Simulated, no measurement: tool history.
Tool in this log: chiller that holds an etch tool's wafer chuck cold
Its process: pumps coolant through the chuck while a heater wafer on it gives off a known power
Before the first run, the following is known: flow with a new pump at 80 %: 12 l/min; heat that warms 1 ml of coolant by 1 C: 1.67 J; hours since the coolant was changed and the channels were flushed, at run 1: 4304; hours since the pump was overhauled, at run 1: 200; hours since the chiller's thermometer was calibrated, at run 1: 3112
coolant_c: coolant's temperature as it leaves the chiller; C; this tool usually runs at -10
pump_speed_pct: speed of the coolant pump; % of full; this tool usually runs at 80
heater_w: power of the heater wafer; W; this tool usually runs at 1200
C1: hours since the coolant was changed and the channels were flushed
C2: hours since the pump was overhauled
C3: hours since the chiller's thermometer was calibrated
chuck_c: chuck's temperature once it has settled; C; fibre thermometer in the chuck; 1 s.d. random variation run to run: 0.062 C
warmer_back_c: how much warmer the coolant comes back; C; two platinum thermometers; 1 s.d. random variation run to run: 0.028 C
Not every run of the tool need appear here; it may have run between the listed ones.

run 1 hour=0 | coolant_c=-10 pump_speed_pct=80 heater_w=1200 | C1=4304 C2=200 C3=3112 | chuck_c=-1.88 warmer_back_c=3.62
run 2 hour=80.1 | coolant_c=-10 pump_speed_pct=80 heater_w=1200 | C1=4384 C2=280 C3=3192 | chuck_c=-1.81 warmer_back_c=3.59
run 3 hour=127.2 | coolant_c=-4 pump_speed_pct=80 heater_w=1200 | C1=4431 C2=327 C3=3239 | chuck_c=4.12 warmer_back_c=3.58
run 4 hour=184.2 | coolant_c=-9 pump_speed_pct=80 heater_w=1200 | C1=4488 C2=384 C3=3296 | chuck_c=-0.85 warmer_back_c=3.56
run 5 hour=250.4 | coolant_c=-9 pump_speed_pct=80 heater_w=1200 | C1=4555 C2=451 C3=3362 | chuck_c=-0.94 warmer_back_c=3.59
run 6 hour=289.3 | coolant_c=-10 pump_speed_pct=80 heater_w=1200 | C1=4594 C2=489 C3=3401 | chuck_c=-1.78 warmer_back_c=3.54
run 7 hour=367 | coolant_c=-10 pump_speed_pct=80 heater_w=1200 | C1=4671 C2=567 C3=3479 | chuck_c=-1.89 warmer_back_c=3.6
run 8 hour=417.1 | coolant_c=-10 pump_speed_pct=80 heater_w=1200 | C1=4721 C2=617 C3=3529 | chuck_c=-1.86 warmer_back_c=3.58
run 9 hour=486.6 | coolant_c=-10 pump_speed_pct=77 heater_w=1200 | C1=4791 C2=687 C3=3598 | chuck_c=-1.6 warmer_back_c=3.78
run 10 hour=539.5 | coolant_c=-10 pump_speed_pct=77 heater_w=1200 | C1=4844 C2=740 C3=3651 | chuck_c=-1.71 warmer_back_c=3.73
run 11 hour=595.7 | coolant_c=-10 pump_speed_pct=77 heater_w=1200 | C1=4900 C2=796 C3=3707 | chuck_c=-1.57 warmer_back_c=3.78
run 12 hour=663.8 | coolant_c=-10 pump_speed_pct=77 heater_w=1200 | C1=4968 C2=864 C3=3776 | chuck_c=-1.5 warmer_back_c=3.76
run 13 hour=725.3 | coolant_c=-10 pump_speed_pct=77 heater_w=1200 | C1=5030 C2=925 C3=3837 | chuck_c=-1.64 warmer_back_c=3.78
run 14 hour=761.4 | coolant_c=-10 pump_speed_pct=77 heater_w=1200 | C1=5066 C2=962 C3=3873 | chuck_c=-1.61 warmer_back_c=3.77
run 15 hour=798.1 | coolant_c=-16 pump_speed_pct=80 heater_w=1200 | C1=5102 C2=998 C3=3910 | chuck_c=-7.92 warmer_back_c=3.66
run 16 hour=836.2 | coolant_c=-2 pump_speed_pct=70 heater_w=764 | C1=5140 C2=1036 C3=3948 | chuck_c=3.68 warmer_back_c=2.65
run 17 hour=892.4 | coolant_c=-15 pump_speed_pct=93 heater_w=1174 | C1=5197 C2=1093 C3=4004 | chuck_c=-8 warmer_back_c=3.09
run 18 hour=968.7 | coolant_c=-20 pump_speed_pct=73 heater_w=1033 | C1=5273 C2=1169 C3=4080 | chuck_c=-12.57 warmer_back_c=3.4
run 19 hour=1015.4 | coolant_c=-8 pump_speed_pct=82 heater_w=1033 | C1=5320 C2=1216 C3=4127 | chuck_c=-1.2 warmer_back_c=3.03
run 20 hour=1068.7 | coolant_c=-8 pump_speed_pct=98 heater_w=1200 | C1=5373 C2=1269 C3=4180 | chuck_c=-1.15 warmer_back_c=2.95
run 21 hour=1129.4 | coolant_c=-5 pump_speed_pct=76 heater_w=1603 | C1=5434 C2=1330 C3=4241 | chuck_c=6.56 warmer_back_c=5.16
run 22 hour=1202.2 | coolant_c=-7 pump_speed_pct=94 heater_w=1320 | C1=5506 C2=1402 C3=4314 | chuck_c=0.85 warmer_back_c=3.4
run 23 hour=1254.7 | coolant_c=-15 pump_speed_pct=70 heater_w=1320 | C1=5559 C2=1455 C3=4366 | chuck_c=-5.02 warmer_back_c=4.56
run 24 hour=1306.9 | coolant_c=-4 pump_speed_pct=92 heater_w=748 | C1=5611 C2=1507 C3=4419 | chuck_c=0.23 warmer_back_c=1.96
run 25 hour=1379.5 | coolant_c=-4 pump_speed_pct=92 heater_w=748 | C1=5684 C2=1580 C3=4491 | chuck_c=0.29 warmer_back_c=1.99
run 26 hour=1441.9 | coolant_c=-4 pump_speed_pct=92 heater_w=748 | C1=5746 C2=1642 C3=4554 | chuck_c=0.23 warmer_back_c=1.97
run 27 hour=1493 | coolant_c=-11 pump_speed_pct=92 heater_w=748 | C1=5797 C2=1693 C3=4605 | chuck_c=-6.69 warmer_back_c=1.99
run 28 hour=1541.7 | coolant_c=-10 pump_speed_pct=89 heater_w=697 | C1=5846 C2=1742 C3=4653 | chuck_c=-5.94 warmer_back_c=1.92

Predict each of these 4 candidate next runs independently; none follows another, all start after run 28:
run A hour=1581.3 | coolant_c=-14 pump_speed_pct=89 heater_w=697 | C1=5886 C2=1781 C3=4693 | chuck_c=? warmer_back_c=?
run B hour=1581.3 | coolant_c=-10 pump_speed_pct=80 heater_w=746 | C1=5886 C2=1781 C3=4693 | chuck_c=? warmer_back_c=?
run C hour=1581.3 | coolant_c=-11 pump_speed_pct=80 heater_w=883 | C1=5886 C2=1781 C3=4693 | chuck_c=? warmer_back_c=?
run D hour=1581.3 | coolant_c=-11 pump_speed_pct=80 heater_w=1036 | C1=5886 C2=1781 C3=4693 | chuck_c=? warmer_back_c=?

run=A chuck_c=-9.91 warmer_back_c=1.87
run=B chuck_c=-5.09 warmer_back_c=2.25
run=C chuck_c=-5.2 warmer_back_c=2.66
run=D chuck_c=-4.07 warmer_back_c=3.14
Without the tool's hidden state the same runs would have given:
run=A chuck_c=-9.57 warmer_back_c=1.85
run=B chuck_c=-4.8 warmer_back_c=2.22
run=C chuck_c=-4.96 warmer_back_c=2.63
run=D chuck_c=-3.89 warmer_back_c=3.11
